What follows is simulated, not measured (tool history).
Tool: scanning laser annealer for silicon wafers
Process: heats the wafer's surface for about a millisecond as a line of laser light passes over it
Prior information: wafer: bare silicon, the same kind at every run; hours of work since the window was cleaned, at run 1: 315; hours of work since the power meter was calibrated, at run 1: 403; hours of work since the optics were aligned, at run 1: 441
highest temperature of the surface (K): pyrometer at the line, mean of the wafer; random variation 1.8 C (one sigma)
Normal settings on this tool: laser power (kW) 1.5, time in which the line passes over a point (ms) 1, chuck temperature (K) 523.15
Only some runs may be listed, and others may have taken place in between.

run,hour,laser power (kW),time in which the line passes over a point (ms),chuck temperature (K),hours of work since the window was cleaned,hours of work since the power meter was calibrated,hours of work since the optics were aligned,highest temperature of the surface (K)
1,0,1.5,1,523.15,315,403,441,1250.15
2,30.2,1.5,1,523.15,329,417,455,1253.15
3,51.6,1.5,1,523.15,339,427,465,1249.15
4,73.6,1.5,1,523.15,349,437,476,1247.15
5,97.2,1.5,1,523.15,360,448,487,1253.15
6,123.3,1.5,1,523.15,372,460,499,1250.15
7,145.6,1.5,1,523.15,383,470,509,1249.15
8,169.7,1.5,1,523.15,394,481,520,1248.15
9,195.8,1.5,1,523.15,406,493,532,1247.15
10,216.7,1.591,1,523.15,416,503,542,1297.15
11,239,1.5,1,523.15,426,514,552,1245.15
12,251.5,1.5,1,523.15,432,519,558,1243.15
13,269.6,1.5,1,523.15,440,528,566,1245.15
14,291.5,1.5,1.18,549.15,450,538,577,1334.15
15,309,1.344,1.08,523.15,458,546,585,1176.15
16,324.1,1.344,1.08,523.15,465,553,592,1178.15
17,345.2,1.344,0.97,548.15,475,563,602,1168.15
# hour 352.9: optics aligned, line set to its width
18,363.7,1.391,0.97,542.15,481,569,5,1179.15
19,383.4,1.391,0.97,542.15,491,578,14,1181.15
20,401.1,1.391,0.97,542.15,499,586,22,1184.15
# hour 430.6: optics aligned, line set to its width, once more
21,437.2,1.389,0.97,495.15,513,601,3,1152.15
22,454.8,1.389,0.97,495.15,521,609,11,1151.15
23,476.2,1.389,0.97,495.15,531,619,21,1152.15
24,505.9,1.389,0.97,495.15,545,633,35,1149.15

Alternative continuations, all from the tool just after run 24; predict every row:
A,534.9,1.389,1.21,495.15,559,646,48,?
B,534.9,1.644,0.75,490.15,559,646,48,?
C,534.9,1.389,0.97,543.15,559,646,48,?
D,534.9,1.389,1.04,495.15,559,646,48,?
E,534.9,1.389,0.79,552.15,559,646,48,?

run,highest temperature of the surface (K)
A,1229.15
B,1192.15
C,1199.15
D,1172.15
E,1138.15
Had the tool no hidden state, the same runs would have come out as:
run,highest temperature of the surface (K)
A,1252.15
B,1215.15
C,1220.15
D,1194.15
E,1158.15
